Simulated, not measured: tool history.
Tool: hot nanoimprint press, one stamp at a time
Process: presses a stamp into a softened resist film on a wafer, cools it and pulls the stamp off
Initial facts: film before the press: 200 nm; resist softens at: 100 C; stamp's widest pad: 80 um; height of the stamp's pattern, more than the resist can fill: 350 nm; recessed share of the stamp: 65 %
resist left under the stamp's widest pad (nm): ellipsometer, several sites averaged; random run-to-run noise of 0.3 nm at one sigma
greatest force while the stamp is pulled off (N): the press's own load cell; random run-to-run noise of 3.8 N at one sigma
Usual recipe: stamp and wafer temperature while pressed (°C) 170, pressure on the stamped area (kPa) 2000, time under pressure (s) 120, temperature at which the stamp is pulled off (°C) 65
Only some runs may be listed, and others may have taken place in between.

run   hour  stamp and wafer temperature while pressed (°C)  pressure on the stamped area (kPa)  time under pressure (s)  temperature at which the stamp is pulled off (°C)  resist left under the stamp's widest pad (nm)  greatest force while the stamp is pulled off (N)
  1      0                                             170                                2000                      120                                                 65                                          105.5                                               258
  2   36.7                                             170                                2000                      120                                                 65                                          104.9                                               215
  3   55.4                                             170                                2000                      120                                                 65                                          104.6                                               214
  4   78.6                                             170                                2000                      120                                                 65                                          104.5                                               221
  5  104.4                                             170                                2000                      120                                                 65                                          104.5                                               223
  6  138.4                                             170                                2000                      120                                                 65                                          104.4                                               226
  7  172.3                                             170                                2000                      120                                                 65                                            104                                               245
  8  190.2                                             175                                2000                      120                                                 65                                           83.2                                               246
  9  218.7                                             175                                2000                      120                                                 65                                             83                                               242
 10  233.8                                             170                                2000                       67                                                 65                                          123.2                                               248
 11  256.6                                             170                                2170                       67                                                 65                                          118.8                                               254
 12  289.7                                             170                                2000                      120                                                 65                                          103.5                                               254
 13  318.4                                             170                                2000                      120                                                 54                                          103.1                                               250
 14  342.2                                             170                                2000                      120                                                 54                                          102.9                                               243
 15    373                                             170                                2000                      120                                                 54                                          102.5                                               261
 16    403                                             170                                1550                      173                                                 62                                          102.7                                               239
 17  425.8                                             170                                1550                      173                                                 62                                          110.1                                               254
 18  449.8                                             170                                2890                      120                                                 65                                           92.3                                               231
 19  476.4                                             170                                1230                      120                                                 65                                          133.9                                               240
 20  494.3                                             170                                1970                       71                                                 65                                          127.7                                               247
 21  519.8                                             170                                1970                       71                                                 65                                          126.8                                               249
 22  536.2                                             170                                1280                      123                                                 68                                          130.5                                               239
 23  564.5                                             170                                1280                      123                                                 68                                          130.6                                               242
 24  598.8                                             170                                2260                       85                                                 68                                          113.9                                               259
 25  623.1                                             170                                2480                      120                                                 65                                           98.8                                               210
 26  640.9                                             170                                2480                      120                                                 65                                           98.4                                               211
 27  678.1                                             170                                2480                      120                                                 65                                           92.3                                               221
 28  709.7                                             170                                2250                      234                                                 65                                           77.5                                               228
 29  726.7                                             170                                2250                      164                                                 65                                           87.1                                               231

Taken out of this log: 5 entries between the listed runs. Where each belongs, and how the hidden state differs across it:
Runs 1 to 2: stamp cleaned and given a new release coat (hour 21.7)
  true temperature over the reading, C: 0.58 -> 0.66; pressure that arrives at the usual setting, %: 94.31 -> 94.13; grip of the stamp's worn release coat, % over a new coat's: 26.6 -> 1.4
  measured result minus the result with no hidden state, resist left under the stamp's widest pad (nm): +0.3 -> +0.2; greatest force while the stamp is pulled off (N): +52 -> +1
Runs 12 to 13: stamp cleaned and given a new release coat (hour 315.7)
  true temperature over the reading, C: 1.2 -> 1.25; pressure that arrives at the usual setting, %: 92.71 -> 92.59; grip of the stamp's worn release coat, % over a new coat's: 26.3 -> 0.2
  measured result minus the result with no hidden state, resist left under the stamp's widest pad (nm): -1.6 -> -1.7; greatest force while the stamp is pulled off (N): +49 -> -4
Runs 16 to 17: plate thermocouple calibrated (hour 423.9)
  true temperature over the reading, C: 1.43 -> -0.1; pressure that arrives at the usual setting, %: 92.09 -> 91.97; grip of the stamp's worn release coat, % over a new coat's: 8.3 -> 10.2
  measured result minus the result with no hidden state, resist left under the stamp's widest pad (nm): -3.3 -> +3.9; greatest force while the stamp is pulled off (N): +13 -> +23
Runs 24 to 25: stamp cleaned and given a new release coat (hour 614)
  true temperature over the reading, C: 0.27 -> 0.32; pressure that arrives at the usual setting, %: 90.97 -> 90.87; grip of the stamp's worn release coat, % over a new coat's: 27.5 -> 0.8
  measured result minus the result with no hidden state, resist left under the stamp's widest pad (nm): +4.5 -> +4.7; greatest force while the stamp is pulled off (N): +55 -> +1
Runs 26 to 27: press's hydraulic seals changed and the load cell set to zero (hour 675.7)
  true temperature over the reading, C: 0.36 -> 0.43; pressure that arrives at the usual setting, %: 90.77 -> 99.58; grip of the stamp's worn release coat, % over a new coat's: 2.5 -> 5.3
  measured result minus the result with no hidden state, resist left under the stamp's widest pad (nm): +4.6 -> -1.6; greatest force while the stamp is pulled off (N): +4 -> +9
